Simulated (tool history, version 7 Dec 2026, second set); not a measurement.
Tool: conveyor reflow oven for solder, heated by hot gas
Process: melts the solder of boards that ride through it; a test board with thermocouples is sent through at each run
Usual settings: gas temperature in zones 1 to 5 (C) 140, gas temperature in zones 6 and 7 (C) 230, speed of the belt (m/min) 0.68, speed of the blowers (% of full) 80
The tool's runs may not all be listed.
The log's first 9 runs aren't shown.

run,hour,gas temperature in zones 1 to 5 (C),gas temperature in zones 6 and 7 (C),speed of the belt (m/min),speed of the blowers (% of full),hours of work since the flux was cleaned out,hours of work since the belt drive was overhauled,hours of work since the thermocouples were changed,highest temperature of the board (C),time above the solder's melting point (s)
10,231.4,137,230,0.68,80,423,321,15,213.3,49.8
# hour 256.9: flux residue cleaned out of gas plates and filters
11,267.6,141,230,0.68,80,4,334,28,216.9,54.4
12,288,141,230,0.68,80,13,343,36,216.9,54.6
13,313.3,141,230,0.68,80,23,353,47,216.8,54.4
14,337.6,141,220,0.68,80,33,363,57,208,47.8
15,370.3,141,220,0.68,80,47,377,70,207.7,47.9
16,397.8,140,230,0.68,73,58,388,82,215.4,52.7
17,424.4,140,230,0.68,73,69,399,93,215.2,52.5
# hour 430.2: belt drive overhauled, speed set with a stopwatch
18,463.2,140,230,0.68,73,84,14,107,215.4,52.8
19,478.8,144,223,0.554,67,90,20,114,213.3,66.6
20,509,140,220,0.576,56,103,33,126,207.2,55.1
21,531.6,125,228,0.724,63,112,42,136,206.1,36.4
22,559.4,125,228,0.724,63,123,53,147,206,36.3
23,580.2,125,228,0.724,63,132,62,156,205.6,36.5
24,599.5,133,230,0.68,80,140,70,164,215.1,50.9
# hour 624: belt drive overhauled, speed set with a stopwatch, once more
25,635.4,138,222,0.54,80,153,5,177,213.9,66.5
26,657.4,130,241,0.68,80,162,14,186,224,55.1
27,680.4,152,230,0.68,59,172,23,195,213.8,55
28,716.4,152,230,0.68,59,187,38,210,213.5,54.8
29,737.9,152,230,0.68,59,196,47,219,213.5,54.9
30,763.7,142,230,0.66,60,206,58,230,212.5,51.9
31,784.2,140,230,0.68,52,215,66,238,209.1,45.4

Forecast each of these 3 alternatives for the next run:
A,805.2,147,245,0.68,52,224,75,247,?,?
B,805.2,140,230,0.672,54,224,75,247,?,?
C,805.2,140,231,0.68,80,224,75,247,?,?

run,highest temperature of the board (C),time above the solder's melting point (s)
A,222.4,59
B,209.7,47.4
C,216.6,53.5
Without the tool's hidden state the same runs would have given:
run,highest temperature of the board (C),time above the solder's melting point (s)
A,223.9,60
B,211.1,49
C,218.2,54.8

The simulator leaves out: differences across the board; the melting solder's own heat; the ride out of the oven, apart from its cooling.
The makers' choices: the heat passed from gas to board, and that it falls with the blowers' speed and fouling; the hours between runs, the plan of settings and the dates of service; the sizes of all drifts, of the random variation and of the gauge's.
